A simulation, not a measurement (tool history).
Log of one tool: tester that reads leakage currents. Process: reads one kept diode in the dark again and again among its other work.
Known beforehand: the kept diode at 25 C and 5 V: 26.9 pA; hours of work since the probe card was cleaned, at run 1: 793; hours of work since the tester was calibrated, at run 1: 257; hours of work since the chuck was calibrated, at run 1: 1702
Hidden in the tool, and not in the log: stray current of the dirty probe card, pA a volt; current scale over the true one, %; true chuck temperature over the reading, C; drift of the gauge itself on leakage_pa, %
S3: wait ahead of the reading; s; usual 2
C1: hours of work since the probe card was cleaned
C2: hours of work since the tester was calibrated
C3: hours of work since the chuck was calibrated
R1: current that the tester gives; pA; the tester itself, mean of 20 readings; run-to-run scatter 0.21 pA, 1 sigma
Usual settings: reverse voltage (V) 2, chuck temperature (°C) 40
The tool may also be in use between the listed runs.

{"run": 1, "hour": 0.0, "reverse voltage (V)": 2, "chuck temperature (°C)": 40, "S3": 2, "C1": 793, "C2": 257, "C3": 1702, "R1": 67.23}
{"run": 2, "hour": 40.8, "reverse voltage (V)": 4.51, "chuck temperature (°C)": 40, "S3": 2, "C1": 814, "C2": 277, "C3": 1723, "R1": 92.21}
{"run": 3, "hour": 90.1, "reverse voltage (V)": 4.51, "chuck temperature (°C)": 40, "S3": 0.44, "C1": 839, "C2": 303, "C3": 1748, "R1": 93.76}
{"run": 4, "hour": 134.9, "reverse voltage (V)": 2, "chuck temperature (°C)": 40, "S3": 2, "C1": 862, "C2": 325, "C3": 1770, "R1": 67.87}
{"run": 5, "hour": 173.7, "reverse voltage (V)": 2, "chuck temperature (°C)": 40, "S3": 1.98, "C1": 882, "C2": 345, "C3": 1790, "R1": 67.61}
{"run": 6, "hour": 207.8, "reverse voltage (V)": 2, "chuck temperature (°C)": 40, "S3": 1.98, "C1": 899, "C2": 362, "C3": 1807, "R1": 67.74}
{"run": 7, "hour": 250.7, "reverse voltage (V)": 2, "chuck temperature (°C)": 40, "S3": 1.98, "C1": 921, "C2": 384, "C3": 1829, "R1": 67.5}
{"run": 8, "hour": 300.9, "reverse voltage (V)": 2, "chuck temperature (°C)": 40, "S3": 1.98, "C1": 946, "C2": 410, "C3": 1855, "R1": 67.53}
{"run": 9, "hour": 331.0, "reverse voltage (V)": 2, "chuck temperature (°C)": 40, "S3": 2, "C1": 962, "C2": 425, "C3": 1870, "R1": 67.49}
{"run": 10, "hour": 366.7, "reverse voltage (V)": 2, "chuck temperature (°C)": 40, "S3": 2, "C1": 980, "C2": 443, "C3": 1888, "R1": 67.13}
{"run": 11, "hour": 409.1, "reverse voltage (V)": 2, "chuck temperature (°C)": 40, "S3": 2, "C1": 1001, "C2": 465, "C3": 1910, "R1": 67.27}
{"run": 12, "hour": 460.8, "reverse voltage (V)": 2, "chuck temperature (°C)": 40, "S3": 2, "C1": 1027, "C2": 491, "C3": 1936, "R1": 67.77}
{"run": 13, "hour": 508.5, "reverse voltage (V)": 2, "chuck temperature (°C)": 40, "S3": 2, "C1": 1052, "C2": 515, "C3": 1960, "R1": 67.91}
{"run": 14, "hour": 530.4, "reverse voltage (V)": 2, "chuck temperature (°C)": 40, "S3": 2, "C1": 1063, "C2": 526, "C3": 1971, "R1": 67.75}
{"run": 15, "hour": 568.3, "reverse voltage (V)": 2, "chuck temperature (°C)": 40, "S3": 0.48, "C1": 1082, "C2": 545, "C3": 1990, "R1": 68.26}
{"hour": 603.7, "done": "chuck's temperature calibrated"}
{"run": 16, "hour": 614.8, "reverse voltage (V)": 2, "chuck temperature (°C)": 34, "S3": 2, "C1": 1105, "C2": 568, "C3": 6, "R1": 41.42}
{"run": 17, "hour": 638.9, "reverse voltage (V)": 2, "chuck temperature (°C)": 34, "S3": 2, "C1": 1117, "C2": 580, "C3": 18, "R1": 41.5}
{"run": 18, "hour": 678.5, "reverse voltage (V)": 5.29, "chuck temperature (°C)": 20, "S3": 2, "C1": 1137, "C2": 600, "C3": 38, "R1": 18.23}
{"run": 19, "hour": 714.3, "reverse voltage (V)": 5.29, "chuck temperature (°C)": 20, "S3": 2, "C1": 1155, "C2": 618, "C3": 56, "R1": 18.17}
{"run": 20, "hour": 757.2, "reverse voltage (V)": 2, "chuck temperature (°C)": 35, "S3": 6.5, "C1": 1177, "C2": 640, "C3": 78, "R1": 44.95}
{"run": 21, "hour": 805.9, "reverse voltage (V)": 5.08, "chuck temperature (°C)": 35, "S3": 8.64, "C1": 1202, "C2": 665, "C3": 103, "R1": 64.14}
{"run": 22, "hour": 848.1, "reverse voltage (V)": 5.08, "chuck temperature (°C)": 35, "S3": 8.64, "C1": 1223, "C2": 686, "C3": 124, "R1": 63.64}
{"run": 23, "hour": 880.8, "reverse voltage (V)": 2, "chuck temperature (°C)": 40, "S3": 9.83, "C1": 1240, "C2": 703, "C3": 141, "R1": 67.16}
{"run": 24, "hour": 924.5, "reverse voltage (V)": 1.92, "chuck temperature (°C)": 39, "S3": 0.6, "C1": 1262, "C2": 725, "C3": 163, "R1": 61.9}
{"run": 25, "hour": 965.8, "reverse voltage (V)": 1.92, "chuck temperature (°C)": 39, "S3": 0.6, "C1": 1283, "C2": 746, "C3": 184, "R1": 61.74}
{"run": 26, "hour": 1013.8, "reverse voltage (V)": 1.92, "chuck temperature (°C)": 26, "S3": 4.98, "C1": 1307, "C2": 771, "C3": 208, "R1": 20.59}
{"run": 27, "hour": 1035.5, "reverse voltage (V)": 1.92, "chuck temperature (°C)": 26, "S3": 4.98, "C1": 1318, "C2": 782, "C3": 219, "R1": 20.57}

Hidden state at the last listed run before each entry between runs and at the first one after, where it differs:
In the gap between runs 15 and 16: chuck's temperature calibrated (hour 603.7)
  true chuck temperature over the reading, C: 0.01 -> 0
